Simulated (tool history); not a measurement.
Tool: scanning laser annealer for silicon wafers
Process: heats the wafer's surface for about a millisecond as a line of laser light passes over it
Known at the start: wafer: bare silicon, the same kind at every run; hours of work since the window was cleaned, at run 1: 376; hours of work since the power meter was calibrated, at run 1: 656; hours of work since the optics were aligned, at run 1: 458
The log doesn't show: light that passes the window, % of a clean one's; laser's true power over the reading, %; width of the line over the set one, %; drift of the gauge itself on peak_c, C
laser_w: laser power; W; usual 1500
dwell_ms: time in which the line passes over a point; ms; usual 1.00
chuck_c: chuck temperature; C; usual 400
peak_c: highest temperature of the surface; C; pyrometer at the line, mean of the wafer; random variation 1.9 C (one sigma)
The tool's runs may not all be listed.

| run | hour | laser_w | dwell_ms | chuck_c | hours of work since the window was cleaned | hours of work since the power meter was calibrated | hours of work since the optics were aligned | peak_c |
|---|---|---|---|---|---|---|---|---|
| 1 | 0.0 | 1500 | 1.00 | 400 | 376 | 656 | 458 | 1174 |
| 2 | 32.5 | 1500 | 1.00 | 400 | 399 | 679 | 481 | 1174 |
| 3 | 67.3 | 1500 | 1.00 | 400 | 423 | 703 | 505 | 1178 |
| 4 | 85.8 | 1500 | 1.00 | 400 | 435 | 715 | 517 | 1171 |
| 5 | 118.4 | 1500 | 1.21 | 400 | 458 | 738 | 540 | 1265 |
| 6 | 158.3 | 1500 | 1.21 | 400 | 485 | 765 | 567 | 1263 |
| 7 | 189.5 | 1500 | 0.83 | 400 | 506 | 786 | 588 | 1093 |
| 8 | 226.6 | 1500 | 0.83 | 400 | 532 | 812 | 614 | 1090 |
| 9 | 260.4 | 1328 | 1.00 | 400 | 555 | 835 | 637 | 1065 |
| 10 | 282.8 | 1328 | 1.00 | 400 | 570 | 850 | 652 | 1064 |
| 11 | 305.2 | 1500 | 1.00 | 425 | 586 | 866 | 668 | 1192 |
| 12 | 325.1 | 1500 | 1.00 | 425 | 599 | 879 | 681 | 1195 |
| 13 | 351.4 | 1500 | 1.00 | 425 | 617 | 897 | 699 | 1193 |
| 14 | 389.9 | 1500 | 1.00 | 425 | 644 | 924 | 726 | 1189 |
| 15 | 418.6 | 1500 | 1.07 | 425 | 664 | 943 | 746 | 1219 |
| 16 | 459.5 | 1500 | 1.07 | 425 | 692 | 971 | 774 | 1224 |
| 17 | 502.2 | 1338 | 1.00 | 400 | 721 | 1001 | 803 | 1066 |
| 18 | 544.0 | 1338 | 1.00 | 400 | 749 | 1029 | 831 | 1068 |
| 19 | 564.1 | 1338 | 1.00 | 400 | 763 | 1043 | 845 | 1062 |
| 20 | 601.7 | 1338 | 0.88 | 400 | 789 | 1069 | 871 | 1015 |
| 21 | 628.3 | 1339 | 1.15 | 392 | 807 | 1087 | 889 | 1111 |
| 22 | 657.8 | 1339 | 1.15 | 392 | 827 | 1107 | 909 | 1114 |
| 23 | 683.9 | 1308 | 0.84 | 385 | 845 | 1125 | 927 | 968 |
| 24 | 722.5 | 1308 | 0.84 | 385 | 872 | 1152 | 954 | 967 |
|  | 730.1 | window over the wafer cleaned |
| 25 | 757.8 | 1308 | 0.84 | 385 | 19 | 1175 | 977 | 978 |
| 26 | 782.4 | 1308 | 0.84 | 385 | 36 | 1192 | 994 | 976 |
| 27 | 804.9 | 1573 | 0.75 | 390 | 51 | 1207 | 1009 | 1085 |
| 28 | 838.2 | 1435 | 0.75 | 395 | 74 | 1230 | 1032 | 1012 |
| 29 | 858.5 | 1600 | 1.17 | 401 | 88 | 1244 | 1046 | 1320 |
| 30 | 876.7 | 1600 | 1.17 | 401 | 101 | 1256 | 1058 | 1320 |
| 31 | 905.4 | 1618 | 0.87 | 397 | 120 | 1276 | 1078 | 1177 |
| 32 | 940.8 | 1618 | 0.87 | 397 | 144 | 1300 | 1102 | 1179 |
| 33 | 964.6 | 1608 | 0.99 | 374 | 161 | 1316 | 1119 | 1211 |
| 34 | 990.2 | 1608 | 0.99 | 374 | 178 | 1334 | 1136 | 1204 |
| 35 | 1009.3 | 1608 | 0.99 | 374 | 191 | 1347 | 1149 | 1209 |
| 36 | 1041.0 | 1608 | 0.99 | 374 | 213 | 1369 | 1171 | 1208 |
| 37 | 1066.0 | 1511 | 1.00 | 364 | 230 | 1386 | 1188 | 1141 |
| 38 | 1088.7 | 1511 | 1.00 | 364 | 246 | 1402 | 1204 | 1142 |
| 39 | 1119.2 | 1282 | 0.96 | 393 | 267 | 1422 | 1225 | 1010 |
| 40 | 1151.0 | 1647 | 1.00 | 439 | 289 | 1444 | 1246 | 1298 |

Forecast each of these 5 alternatives for the next run:
| A | 1186.8 | 1500 | 0.84 | 400 | 313 | 1469 | 1271 | ? |
| B | 1186.8 | 1495 | 1.22 | 405 | 313 | 1469 | 1271 | ? |
| C | 1186.8 | 1408 | 0.79 | 400 | 313 | 1469 | 1271 | ? |
| D | 1186.8 | 1500 | 1.00 | 387 | 313 | 1469 | 1271 | ? |
| E | 1186.8 | 1500 | 1.00 | 405 | 313 | 1469 | 1271 | ? |

| run | peak_c |
|---|---|
| A | 1093 |
| B | 1263 |
| C | 1020 |
| D | 1149 |
| E | 1168 |
Without the tool's hidden state the same runs would have given:
| run | peak_c |
|---|---|
| A | 1113 |
| B | 1288 |
| C | 1038 |
| D | 1172 |
| E | 1191 |
